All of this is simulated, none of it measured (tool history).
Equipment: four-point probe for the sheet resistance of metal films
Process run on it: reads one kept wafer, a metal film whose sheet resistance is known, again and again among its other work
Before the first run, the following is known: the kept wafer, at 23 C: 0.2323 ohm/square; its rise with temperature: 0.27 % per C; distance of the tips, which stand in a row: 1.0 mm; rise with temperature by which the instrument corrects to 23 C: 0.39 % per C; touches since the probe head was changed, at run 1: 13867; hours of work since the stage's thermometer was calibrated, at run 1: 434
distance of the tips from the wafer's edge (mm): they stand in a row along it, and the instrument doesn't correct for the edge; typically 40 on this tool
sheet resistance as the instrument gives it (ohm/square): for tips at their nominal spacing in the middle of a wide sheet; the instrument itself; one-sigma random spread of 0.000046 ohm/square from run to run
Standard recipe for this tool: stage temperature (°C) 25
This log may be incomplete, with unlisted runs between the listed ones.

run,hour,stage temperature (°C),distance of the tips from the wafer's edge (mm),touches since the probe head was changed,hours of work since the stage's thermometer was calibrated,sheet resistance as the instrument gives it (ohm/square)
1,0.0,25,40,13867,434,0.232149
2,15.7,25,40,14244,442,0.232106
3,40.2,25,40,14833,454,0.232072
4,59.8,25,40,15304,464,0.232100
5,83.5,21,40,15871,475,0.233159
6,100.0,21,40,16267,484,0.233145
7,123.5,20,40,16833,495,0.233467
8,146.5,20,40,17385,507,0.233476
9,160.3,20,40,17715,514,0.233438
10,180.0,20,40,18188,524,0.233374
11,196.5,25,40,18583,532,0.232066
12,219.5,25,40,19135,543,0.231992
13,232.6,26,40,19452,550,0.231797
14,257.1,25,40,20039,562,0.232032
15,279.4,20,64,20574,573,0.233381
16,300.2,30,32,21073,584,0.230687
17,326.0,29,7,21692,597,0.233421
18,344.5,25,3,22137,606,0.244999
19,369.8,25,3,22745,618,0.245068
20,387.5,24,40,23170,627,0.232296
21,399.5,28,34,23456,633,0.231196
22,426.3,28,6,24102,647,0.234504
23,450.1,20,5,24673,659,0.238264
24,461.6,25,37,24948,664,0.232005
25,481.0,21,45,25412,674,0.233102
26,506.4,21,45,26024,687,0.233149
27,530.8,21,45,26610,699,0.233151
28,554.6,22,65,27181,711,0.232870

Each row is a separate what-if for the run after 28, all from the same tool condition, not one after another. Results?
A,582.3,30,65,27845,725,?
B,582.3,29,65,27845,725,?
C,582.3,23,10,27845,725,?

run,sheet resistance as the instrument gives it (ohm/square)
A,0.230598
B,0.230885
C,0.233736
Take away the tool's hidden state, keep each run's random variation, and the runs would have read:
run,sheet resistance as the instrument gives it (ohm/square)
A,0.230402
B,0.230689
C,0.233534
